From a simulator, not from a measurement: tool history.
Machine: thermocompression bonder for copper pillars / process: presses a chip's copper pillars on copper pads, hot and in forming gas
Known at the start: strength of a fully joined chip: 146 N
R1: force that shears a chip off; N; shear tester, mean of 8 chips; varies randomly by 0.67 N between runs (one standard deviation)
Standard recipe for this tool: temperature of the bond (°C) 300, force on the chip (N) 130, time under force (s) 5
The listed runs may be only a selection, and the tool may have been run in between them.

Run 1, hour 0: usual settings. Result: R1 96.9 N.
Run 2, hour 36: usual settings but time under force (s) 4. Result: R1 91.7 N.
Run 3, hour 62.9: usual settings but temperature of the bond (°C) 312. Result: R1 107.4 N.
Run 4, hour 112.6: usual settings but temperature of the bond (°C) 280. Result: R1 75.6 N.
Run 5, hour 134.1: usual settings. Result: R1 96.7 N.
Run 6, hour 155.4: usual settings. Result: R1 96.4 N.
At hour 186.5: force cell calibrated.
Run 7, hour 201.1: usual settings but time under force (s) 4. Result: R1 94.8 N.
Run 8, hour 231.6: usual settings. Result: R1 100.9 N.
Run 9, hour 281.4: usual settings. Result: R1 101 N.
Run 10, hour 333.1: usual settings but temperature of the bond (°C) 280. Result: R1 80.9 N.
Run 11, hour 369.3: usual settings. Result: R1 100.7 N.
Run 12, hour 391.5: usual settings. Result: R1 100.4 N.
Run 13, hour 432.7: usual settings. Result: R1 99.6 N.
Run 14, hour 463: usual settings but temperature of the bond (°C) 319, force on the chip (N) 127, time under force (s) 11. Result: R1 129.2 N.
Run 15, hour 502: usual settings but temperature of the bond (°C) 319, force on the chip (N) 127, time under force (s) 11. Result: R1 127.8 N.
Run 16, hour 531.9: usual settings but temperature of the bond (°C) 293, force on the chip (N) 136, time under force (s) 11. Result: R1 111.3 N.
Run 17, hour 583.2: usual settings but temperature of the bond (°C) 293, force on the chip (N) 136, time under force (s) 11. Result: R1 113.4 N.
Run 18, hour 608.7: usual settings but temperature of the bond (°C) 293, force on the chip (N) 136, time under force (s) 3. Result: R1 82.2 N.
At hour 615.8: forming gas filter changed.
Run 19, hour 645.9: usual settings but temperature of the bond (°C) 290, force on the chip (N) 123, time under force (s) 6. Result: R1 97.1 N.
Run 20, hour 674: usual settings but temperature of the bond (°C) 282, force on the chip (N) 145, time under force (s) 10. Result: R1 109.2 N.
Run 21, hour 704.7: usual settings but temperature of the bond (°C) 282, force on the chip (N) 91, time under force (s) 10. Result: R1 85 N.
Run 22, hour 754.4: usual settings but temperature of the bond (°C) 282, force on the chip (N) 91, time under force (s) 10. Result: R1 85.3 N.
Run 23, hour 800.6: usual settings but temperature of the bond (°C) 289, force on the chip (N) 135, time under force (s) 6. Result: R1 99.6 N.
Run 24, hour 848.2: usual settings but temperature of the bond (°C) 297, force on the chip (N) 126. Result: R1 98 N.
Run 25, hour 875.8: usual settings but temperature of the bond (°C) 315, force on the chip (N) 170, time under force (s) 9. Result: R1 135.9 N.
Run 26, hour 914.6: usual settings but temperature of the bond (°C) 321, force on the chip (N) 170, time under force (s) 9. Result: R1 137.6 N.

5 ways to go on from here, each from the tool as it stands after run 26. What would each give?
Run A, hour 950.3: usual settings but temperature of the bond (°C) 321, force on the chip (N) 162, time under force (s) 13. Result: R1 ?.
Run B, hour 950.3: usual settings but temperature of the bond (°C) 303, force on the chip (N) 85. Result: R1 ?.
Run C, hour 950.3: usual settings but temperature of the bond (°C) 277, force on the chip (N) 170, time under force (s) 14. Result: R1 ?.
Run D, hour 950.3: usual settings but time under force (s) 10. Result: R1 ?.
Run E, hour 950.3: usual settings but temperature of the bond (°C) 309, force on the chip (N) 170, time under force (s) 15. Result: R1 ?.

run     R1
  A  138.4
  B   83.6
  C  117.7
  D    122
  E  137.1
With the hidden condition removed and each run's random variation left untouched, the same runs would have given:
run     R1
  A  140.4
  B   79.7
  C  114.8
  D  119.7
  E  138.5

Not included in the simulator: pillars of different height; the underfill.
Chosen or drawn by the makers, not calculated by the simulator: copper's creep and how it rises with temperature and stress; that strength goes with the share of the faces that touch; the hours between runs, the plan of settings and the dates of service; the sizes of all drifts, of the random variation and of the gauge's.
